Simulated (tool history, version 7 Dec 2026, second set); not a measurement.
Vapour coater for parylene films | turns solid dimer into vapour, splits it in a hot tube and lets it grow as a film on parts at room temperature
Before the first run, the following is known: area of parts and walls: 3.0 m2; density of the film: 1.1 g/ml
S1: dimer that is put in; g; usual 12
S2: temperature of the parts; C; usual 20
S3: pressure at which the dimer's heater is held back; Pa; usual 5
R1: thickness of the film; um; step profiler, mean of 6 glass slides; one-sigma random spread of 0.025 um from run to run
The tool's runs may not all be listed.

run,hour,S1,S2,S3,R1
1,0,12,20,5,1.9
2,41.6,12,20,5,1.8
3,116.9,6,20,5,0.88
# hour 169: trap's valve overhauled
4,186.9,6,20,5,0.97
5,219.1,6,20,5,0.94
6,288.1,6,20,5,0.93
7,333.5,6,20,8.54,0.83
8,367.3,12,20,5,1.8
9,433.4,12,20,2.35,1.96
10,469.6,12,20,2.35,1.98
11,504.9,12,20,5,1.7
# hour 550.3: trap's valve overhauled
12,562.6,12,20,5,1.96
13,614,12,20,5,1.92
14,686.5,12,20,5,1.85
15,749.9,12,20,5,1.81
16,794.7,12,20,5,1.78
17,827.6,12,20,5,1.75
18,883.7,5,20,4.46,0.7
# hour 937.8: trap's valve overhauled
19,949.3,5,20,4.46,0.83
# hour 955.9: table's thermometer calibrated
20,997,5,20,4.46,0.81
21,1039.2,16,17,4.64,2.79
22,1073.4,11,20,4.85,1.74
23,1138.3,11,20,4.85,1.69
# hour 1202.9: table's thermometer calibrated, once more
24,1214.9,10,29,7.57,1.04
25,1253.8,15,29,7.77,1.49
26,1302.8,8,29,3.3,0.91
# hour 1325.6: trap's valve overhauled
27,1362.6,12,14,5,2.33
28,1432.4,12,14,5,2.29
29,1502.9,7,14,3.16,1.36
30,1566.1,6,28,3.05,0.72
31,1618.4,6,28,3.05,0.69

What if the next run were any one of these 4? Each begins from the tool's condition after run 31:
A,1685.4,6,28,2.47,?
B,1685.4,14,20,5,?
C,1685.4,11,20,5,?
D,1685.4,12,20,6.6,?

run,R1
A,0.7
B,2
C,1.57
D,1.6
With no hidden state in the tool, these same runs would have given:
run,R1
A,0.81
B,2.31
C,1.82
D,1.85

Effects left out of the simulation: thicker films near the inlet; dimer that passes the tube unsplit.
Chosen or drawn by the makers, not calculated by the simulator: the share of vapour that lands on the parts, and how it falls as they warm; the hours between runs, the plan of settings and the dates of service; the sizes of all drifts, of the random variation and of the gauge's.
